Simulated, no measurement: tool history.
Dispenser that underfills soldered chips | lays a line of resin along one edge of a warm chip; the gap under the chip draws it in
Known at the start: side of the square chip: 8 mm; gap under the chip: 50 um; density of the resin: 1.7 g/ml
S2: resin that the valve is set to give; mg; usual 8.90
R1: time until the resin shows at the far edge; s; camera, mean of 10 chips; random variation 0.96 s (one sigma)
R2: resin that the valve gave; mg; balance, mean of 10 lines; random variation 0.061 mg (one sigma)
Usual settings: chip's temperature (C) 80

run 1 hour=0.0 | chip's_temperature_(C)=80 S2=8.90 | R1=126.5 R2=8.90
-- hour=2.3 new syringe of resin
run 2 hour=3.3 | chip's_temperature_(C)=80 S2=8.90 | R1=94.7 R2=8.79
run 3 hour=9.3 | chip's_temperature_(C)=94 S2=8.90 | R1=70.9 R2=8.72
-- hour=11.0 new syringe of resin
run 4 hour=13.0 | chip's_temperature_(C)=94 S2=8.90 | R1=56.8 R2=8.78
run 5 hour=17.8 | chip's_temperature_(C)=87 S2=8.90 | R1=96.2 R2=8.91
-- hour=19.8 new syringe of resin
run 6 hour=23.2 | chip's_temperature_(C)=81 S2=8.90 | R1=104.1 R2=8.75
run 7 hour=27.7 | chip's_temperature_(C)=80 S2=10.14 | R1=136.0 R2=9.98
-- hour=28.5 new syringe of resin
run 8 hour=33.6 | chip's_temperature_(C)=74 S2=11.25 | R1=153.2 R2=11.03
-- hour=37.1 new syringe of resin
run 9 hour=37.1 | chip's_temperature_(C)=81 S2=10.15 | R1=87.1 R2=10.05
run 10 hour=40.8 | chip's_temperature_(C)=81 S2=10.15 | R1=103.6 R2=10.01

5 ways to go on from here, each from the tool as it stands after run 10. What would each give?
run A hour=44.3 | chip's_temperature_(C)=81 S2=8.54 | R1=? R2=?
run B hour=44.3 | chip's_temperature_(C)=88 S2=10.20 | R1=? R2=?
run C hour=44.3 | chip's_temperature_(C)=79 S2=9.52 | R1=? R2=?
run D hour=44.3 | chip's_temperature_(C)=91 S2=10.15 | R1=? R2=?
run E hour=44.3 | chip's_temperature_(C)=81 S2=9.15 | R1=? R2=?

run=A R1=129.0 R2=8.34
run=B R1=92.3 R2=10.07
run=C R1=139.0 R2=9.35
run=D R1=81.3 R2=9.98
run=E R1=129.1 R2=8.99
Without the tool's hidden state the same runs would have given:
run=A R1=87.8 R2=8.47
run=B R1=63.0 R2=10.22
run=C R1=94.7 R2=9.50
run=D R1=55.4 R2=10.13
run=E R1=88.1 R2=9.13

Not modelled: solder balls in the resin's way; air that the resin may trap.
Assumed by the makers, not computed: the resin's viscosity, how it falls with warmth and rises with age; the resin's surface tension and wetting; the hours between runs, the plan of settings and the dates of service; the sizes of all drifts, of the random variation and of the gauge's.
